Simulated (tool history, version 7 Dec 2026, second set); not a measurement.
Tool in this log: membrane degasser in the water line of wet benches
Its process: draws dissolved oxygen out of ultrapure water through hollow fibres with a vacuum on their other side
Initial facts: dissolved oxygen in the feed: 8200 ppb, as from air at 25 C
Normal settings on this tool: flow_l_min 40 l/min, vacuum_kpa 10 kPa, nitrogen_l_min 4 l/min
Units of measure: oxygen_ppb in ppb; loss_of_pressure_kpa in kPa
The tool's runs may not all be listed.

| run | hour | flow_l_min | vacuum_kpa | nitrogen_l_min | oxygen_ppb | loss_of_pressure_kpa |
|---|---|---|---|---|---|---|
| 1 | 0 | 40 | 10 | 4 | 177.4 | 31.45 |
| 2 | 253.4 | 40 | 10 | 4 | 177.3 | 31.89 |
| 3 | 490 | 40 | 10 | 4 | 174.3 | 31.88 |
| 4 | 649.2 | 40 | 10 | 7.92 | 101.4 | 31.65 |
| 5 | 842.1 | 40 | 10 | 7.92 | 103.3 | 31.71 |
| 6 | 974.4 | 47 | 10 | 4 | 226.7 | 37.01 |
| 7 | 1278.9 | 47 | 10 | 4 | 229.7 | 37.24 |
| 8 | 1544.9 | 47 | 10 | 4 | 222.9 | 37.33 |
| 9 | 1795.4 | 47 | 10 | 4 | 232.2 | 37.63 |
|  | 1820.4 | vacuum gauge calibrated |
| 10 | 2033.9 | 64 | 10 | 4 | 390.1 | 51.15 |
| 11 | 2216.3 | 64 | 10 | 4 | 388.7 | 51.18 |
| 12 | 2468 | 64 | 10 | 4 | 387.7 | 51.21 |
| 13 | 2742.8 | 64 | 10 | 4 | 394.8 | 50.96 |
|  | 2840.4 | vacuum gauge calibrated, once more |
| 14 | 2974 | 40 | 10 | 4 | 178.4 | 32.32 |
| 15 | 3157.4 | 40 | 10 | 4 | 179.4 | 32 |
| 16 | 3326.3 | 40 | 10 | 5.94 | 131.1 | 32.02 |
| 17 | 3610.3 | 64 | 10 | 2.65 | 489.6 | 51.67 |
| 18 | 3867.4 | 64 | 10 | 2.65 | 478.6 | 51.74 |
| 19 | 4071.5 | 64 | 10 | 2.65 | 482.6 | 51.76 |
| 20 | 4335.7 | 40 | 7.9 | 2.6 | 187.7 | 32.75 |
| 21 | 4624.5 | 40 | 7.9 | 2.6 | 187.8 | 32.74 |
| 22 | 4792.1 | 24 | 19.7 | 6.39 | 151.9 | 19.61 |
| 23 | 5007.5 | 38 | 10.4 | 6.82 | 115.9 | 30.95 |
| 24 | 5285.5 | 42 | 20.1 | 4 | 424.4 | 34.74 |
| 25 | 5425.4 | 31 | 17.6 | 6.82 | 168.8 | 25.1 |
| 26 | 5589.9 | 31 | 17.6 | 6.82 | 165.1 | 25.5 |
| 27 | 5856.3 | 31 | 17.6 | 6.82 | 167.8 | 25.63 |
| 28 | 6123 | 31 | 17.6 | 6.82 | 167.7 | 25.5 |
| 29 | 6320.8 | 40 | 20.7 | 11.69 | 172.6 | 33.24 |
| 30 | 6624.4 | 41 | 12.8 | 11.78 | 112 | 33.99 |
| 31 | 6783.2 | 41 | 12.8 | 2.41 | 388.9 | 34.08 |

Alternative continuations, all from the tool just after run 31; predict every row:
| A | 6929.7 | 41 | 22.5 | 7.14 | ? | ? |
| B | 6929.7 | 40 | 6.2 | 4 | ? | ? |
| C | 6929.7 | 41 | 11.4 | 2.73 | ? | ? |
| D | 6929.7 | 56 | 8.3 | 3.22 | ? | ? |
| E | 6929.7 | 57 | 7.8 | 4.97 | ? | ? |

| run | oxygen_ppb | loss_of_pressure_kpa |
|---|---|---|
| A | 295.8 | 34.19 |
| B | 101.6 | 33.19 |
| C | 306.4 | 34.36 |
| D | 309.1 | 45.89 |
| E | 240.9 | 47.27 |
Stripped of hidden state, with their random variation kept, the same runs would have yielded:
| run | oxygen_ppb | loss_of_pressure_kpa |
|---|---|---|
| A | 273.9 | 29.95 |
| B | 81.3 | 29.07 |
| C | 281.6 | 30.14 |
| D | 252.4 | 40.17 |
| E | 183.7 | 41.43 |
